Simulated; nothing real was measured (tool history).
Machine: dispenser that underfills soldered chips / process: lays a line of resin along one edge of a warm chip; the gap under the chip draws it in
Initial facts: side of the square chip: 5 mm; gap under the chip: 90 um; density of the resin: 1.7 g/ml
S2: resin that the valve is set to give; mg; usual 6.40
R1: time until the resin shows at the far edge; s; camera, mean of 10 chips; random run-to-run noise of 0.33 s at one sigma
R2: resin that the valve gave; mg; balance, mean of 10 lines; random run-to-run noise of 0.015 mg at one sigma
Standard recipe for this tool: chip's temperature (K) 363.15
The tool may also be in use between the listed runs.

Run 1, hour 0.0: usual settings. Result: R1 14.3 s, R2 6.36 mg.
Run 2, hour 7.8: usual settings. Result: R1 21.4 s, R2 6.35 mg.
Run 3, hour 14.7: usual settings but S2 8.08 mg. Result: R1 15.6 s, R2 7.95 mg.
Run 4, hour 24.7: usual settings but S2 8.08 mg. Result: R1 13.8 s, R2 7.93 mg.
Run 5, hour 32.0: usual settings but S2 8.08 mg. Result: R1 20.5 s, R2 7.94 mg.
Run 6, hour 38.8: usual settings but S2 8.08 mg. Result: R1 15.4 s, R2 7.90 mg.
Run 7, hour 43.2: usual settings but S2 8.08 mg. Result: R1 18.9 s, R2 7.88 mg.
Run 8, hour 52.7: usual settings but chip's temperature (K) 357.15. Result: R1 20.1 s, R2 6.21 mg.
Run 9, hour 60.1: usual settings but chip's temperature (K) 361.15. Result: R1 14.4 s, R2 6.20 mg.
Run 10, hour 70.7: usual settings but chip's temperature (K) 369.15, S2 7.09 mg. Result: R1 18.8 s, R2 6.82 mg.
Run 11, hour 77.8: usual settings but chip's temperature (K) 365.15, S2 6.39 mg. Result: R1 15.9 s, R2 6.14 mg.
Run 12, hour 87.0: usual settings but chip's temperature (K) 348.15, S2 8.04 mg. Result: R1 24.0 s, R2 7.69 mg.
Run 13, hour 94.3: usual settings but chip's temperature (K) 352.15, S2 5.55 mg. Result: R1 30.5 s, R2 5.56 mg.
Run 14, hour 104.3: usual settings but chip's temperature (K) 349.15, S2 7.58 mg. Result: R1 30.6 s, R2 7.56 mg.
Run 15, hour 113.4: usual settings but chip's temperature (K) 349.15, S2 7.82 mg. Result: R1 25.0 s, R2 7.78 mg.
Run 16, hour 123.4: usual settings but chip's temperature (K) 369.15, S2 5.88 mg. Result: R1 11.5 s, R2 5.85 mg.
Run 17, hour 131.1: usual settings but chip's temperature (K) 369.15, S2 7.52 mg. Result: R1 17.0 s, R2 7.41 mg.
Run 18, hour 141.5: usual settings but chip's temperature (K) 369.15, S2 7.52 mg. Result: R1 15.5 s, R2 7.35 mg.

Taken out of this log: 12 entries between the listed runs. Where each belongs, and how the hidden state differs across it:
After run 2, before run 3: new syringe of resin (hour 10.7)
  resin's viscosity, % of fresh resin's: 163.6 -> 122.5; dose that the valve gives, % of what is set: 98.84 -> 98.58; true chip temperature over the reading, C: 1.29 -> 1.33
  measured value less the no-hidden-state value, R1: +7.8 -> +2.3 s; R2: -0.07 -> -0.12 mg
After run 3, before run 4: new syringe of resin (hour 23.2)
  resin's viscosity, % of fresh resin's: 122.5 -> 107.1; dose that the valve gives, % of what is set: 98.58 -> 98.2; true chip temperature over the reading, C: 1.33 -> 1.38
  measured value less the no-hidden-state value, R1: +2.3 -> +0.3 s; R2: -0.12 -> -0.15 mg
After run 5, before run 6: new syringe of resin (hour 35.5)
  resin's viscosity, % of fresh resin's: 158.3 -> 118.4; dose that the valve gives, % of what is set: 97.87 -> 97.59; true chip temperature over the reading, C: 1.42 -> 1.45
  measured value less the no-hidden-state value, R1: +6.9 -> +1.8 s; R2: -0.17 -> -0.19 mg
After run 7, before run 8: new syringe of resin (hour 48.2)
  resin's viscosity, % of fresh resin's: 149.8 -> 128.2; dose that the valve gives, % of what is set: 97.39 -> 96.98; true chip temperature over the reading, C: 1.47 -> 1.52
  measured value less the no-hidden-state value, R1: +5.8 -> +3.7 s; R2: -0.21 -> -0.19 mg
After run 8, before run 9: new syringe of resin (hour 60.1)
  resin's viscosity, % of fresh resin's: 128.2 -> 99.2; dose that the valve gives, % of what is set: 96.98 -> 96.67; true chip temperature over the reading, C: 1.52 -> 1.56
  measured value less the no-hidden-state value, R1: +3.7 -> -0.8 s; R2: -0.19 -> -0.21 mg
After run 10, before run 11: new syringe of resin (hour 72.1)
  resin's viscosity, % of fresh resin's: 174.5 -> 133.2; dose that the valve gives, % of what is set: 96.21 -> 95.9; true chip temperature over the reading, C: 1.61 -> 1.65
  measured value less the no-hidden-state value, R1: +7.4 -> +3.3 s; R2: -0.27 -> -0.26 mg
After run 11, before run 12: new syringe of resin (hour 84.0)
  resin's viscosity, % of fresh resin's: 133.2 -> 112.8; dose that the valve gives, % of what is set: 95.9 -> 95.52; true chip temperature over the reading, C: 1.65 -> 1.69
  measured value less the no-hidden-state value, R1: +3.3 -> +1.4 s; R2: -0.26 -> -0.36 mg
After run 12, before run 13: dispensing valve cleaned and set on the balance (hour 89.7)
  resin's viscosity, % of fresh resin's: 112.8 -> 158.3; dose that the valve gives, % of what is set: 95.52 -> 100.17; true chip temperature over the reading, C: 1.69 -> 1.72
  measured value less the no-hidden-state value, R1: +1.4 -> +9.9 s; R2: -0.36 -> +0.01 mg
After run 13, before run 14: new syringe of resin (hour 97.1)
  resin's viscosity, % of fresh resin's: 158.3 -> 149.4; dose that the valve gives, % of what is set: 100.17 -> 99.73; true chip temperature over the reading, C: 1.72 -> 1.77
  measured value less the no-hidden-state value, R1: +9.9 -> +8.8 s; R2: +0.01 -> -0.02 mg
After run 14, before run 15: new syringe of resin (hour 109.1)
  resin's viscosity, % of fresh resin's: 149.4 -> 124.7; dose that the valve gives, % of what is set: 99.73 -> 99.36; true chip temperature over the reading, C: 1.77 -> 1.82
  measured value less the no-hidden-state value, R1: +8.8 -> +3.7 s; R2: -0.02 -> -0.05 mg
After run 15, before run 16: new syringe of resin (hour 121.7)
  resin's viscosity, % of fresh resin's: 124.7 -> 107.4; dose that the valve gives, % of what is set: 99.36 -> 98.95; true chip temperature over the reading, C: 1.82 -> 1.87
  measured value less the no-hidden-state value, R1: +3.7 -> +0.2 s; R2: -0.05 -> -0.06 mg
After run 17, before run 18: new syringe of resin (hour 134.2)
  resin's viscosity, % of fresh resin's: 162.4 -> 146.9; dose that the valve gives, % of what is set: 98.62 -> 98.18; true chip temperature over the reading, C: 1.9 -> 1.95
  measured value less the no-hidden-state value, R1: +5.9 -> +4.2 s; R2: -0.10 -> -0.14 mg
